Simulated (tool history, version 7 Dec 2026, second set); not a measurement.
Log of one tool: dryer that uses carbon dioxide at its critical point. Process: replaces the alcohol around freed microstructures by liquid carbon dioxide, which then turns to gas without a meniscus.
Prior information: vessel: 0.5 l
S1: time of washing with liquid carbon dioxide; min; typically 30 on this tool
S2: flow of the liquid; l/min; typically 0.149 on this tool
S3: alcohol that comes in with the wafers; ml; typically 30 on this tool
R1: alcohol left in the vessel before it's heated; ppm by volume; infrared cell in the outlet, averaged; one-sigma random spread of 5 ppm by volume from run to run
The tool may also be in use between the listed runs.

{"run": 1, "hour": 0.0, "S1": 30, "S2": 0.149, "S3": 30, "R1": 32}
{"run": 2, "hour": 38.6, "S1": 30, "S2": 0.089, "S3": 30, "R1": 550}
{"run": 3, "hour": 78.5, "S1": 25, "S2": 0.149, "S3": 30, "R1": 97}
{"run": 4, "hour": 101.3, "S1": 25, "S2": 0.149, "S3": 30, "R1": 103}
{"run": 5, "hour": 130.6, "S1": 25, "S2": 0.149, "S3": 30, "R1": 103}
{"run": 6, "hour": 157.2, "S1": 30, "S2": 0.149, "S3": 30, "R1": 50}
{"run": 7, "hour": 187.9, "S1": 30, "S2": 0.149, "S3": 30, "R1": 48}
{"run": 8, "hour": 224.7, "S1": 30, "S2": 0.149, "S3": 30, "R1": 48}
{"run": 9, "hour": 264.5, "S1": 30, "S2": 0.149, "S3": 30, "R1": 41}
{"run": 10, "hour": 291.3, "S1": 30, "S2": 0.149, "S3": 30, "R1": 42}
{"run": 11, "hour": 312.8, "S1": 30, "S2": 0.176, "S3": 30, "R1": 23}
{"run": 12, "hour": 337.1, "S1": 30, "S2": 0.176, "S3": 30, "R1": 35}
{"run": 13, "hour": 375.2, "S1": 30, "S2": 0.176, "S3": 30, "R1": 42}
{"run": 14, "hour": 394.2, "S1": 30, "S2": 0.176, "S3": 30, "R1": 28}
{"run": 15, "hour": 426.4, "S1": 30, "S2": 0.149, "S3": 30, "R1": 48}
{"run": 16, "hour": 466.0, "S1": 25, "S2": 0.149, "S3": 30, "R1": 112}
{"run": 17, "hour": 499.4, "S1": 22, "S2": 0.149, "S3": 30, "R1": 207}
{"run": 18, "hour": 529.7, "S1": 22, "S2": 0.149, "S3": 30, "R1": 209}
{"run": 19, "hour": 559.3, "S1": 22, "S2": 0.149, "S3": 30, "R1": 223}
{"run": 20, "hour": 597.6, "S1": 22, "S2": 0.149, "S3": 30, "R1": 222}
{"run": 21, "hour": 633.7, "S1": 30, "S2": 0.149, "S3": 30, "R1": 76}
{"run": 22, "hour": 668.0, "S1": 46, "S2": 0.152, "S3": 31, "R1": 46}
{"run": 23, "hour": 684.8, "S1": 22, "S2": 0.152, "S3": 76, "R1": 494}
{"run": 24, "hour": 703.0, "S1": 30, "S2": 0.104, "S3": 26, "R1": 289}
{"run": 25, "hour": 723.6, "S1": 30, "S2": 0.104, "S3": 26, "R1": 308}
{"run": 26, "hour": 749.3, "S1": 30, "S2": 0.104, "S3": 26, "R1": 192}
{"run": 27, "hour": 787.1, "S1": 30, "S2": 0.132, "S3": 34, "R1": 99}
{"run": 28, "hour": 824.8, "S1": 24, "S2": 0.171, "S3": 30, "R1": 85}
{"run": 29, "hour": 842.8, "S1": 31, "S2": 0.24, "S3": 27, "R1": 55}
{"run": 30, "hour": 878.9, "S1": 31, "S2": 0.24, "S3": 27, "R1": 65}
{"run": 31, "hour": 895.8, "S1": 31, "S2": 0.24, "S3": 27, "R1": 54}
{"run": 32, "hour": 936.1, "S1": 48, "S2": 0.091, "S3": 57, "R1": 104}
{"run": 33, "hour": 965.5, "S1": 19, "S2": 0.168, "S3": 45, "R1": 352}
{"run": 34, "hour": 990.6, "S1": 26, "S2": 0.101, "S3": 84, "R1": 1592}
{"run": 35, "hour": 1031.2, "S1": 25, "S2": 0.149, "S3": 30, "R1": 152}
{"run": 36, "hour": 1049.9, "S1": 25, "S2": 0.149, "S3": 30, "R1": 154}
{"run": 37, "hour": 1078.7, "S1": 18, "S2": 0.149, "S3": 20, "R1": 417}
{"run": 38, "hour": 1107.6, "S1": 30, "S2": 0.149, "S3": 21, "R1": 97}
{"run": 39, "hour": 1144.1, "S1": 30, "S2": 0.14, "S3": 54, "R1": 145}
{"run": 40, "hour": 1161.5, "S1": 30, "S2": 0.14, "S3": 54, "R1": 148}
{"run": 41, "hour": 1179.3, "S1": 22, "S2": 0.16, "S3": 30, "R1": 207}
{"run": 42, "hour": 1201.9, "S1": 29, "S2": 0.191, "S3": 82, "R1": 93}

Missing from the log above: 2 entries noted between runs. For each, name the pair of listed runs it sits between and say how the tool's hidden condition differs from the listed run just before to the listed run just after:
After run 8, before run 9: inlet filter changed (hour 231.1)
  flow that reaches the vessel past the clogged filter, %: 90.3 -> 98.7; alcohol in the recycled carbon dioxide, ppm: 21.9 -> 24.5
  difference, measured minus the result without the unlogged condition, R1: +32 -> +21 ppm by volume
After run 25, before run 26: inlet filter changed (hour 742.7)
  flow that reaches the vessel past the clogged filter, %: 90.6 -> 99.6; alcohol in the recycled carbon dioxide, ppm: 52.5 -> 53.9
  difference, measured minus the result without the unlogged condition, R1: +158 -> +51 ppm by volume
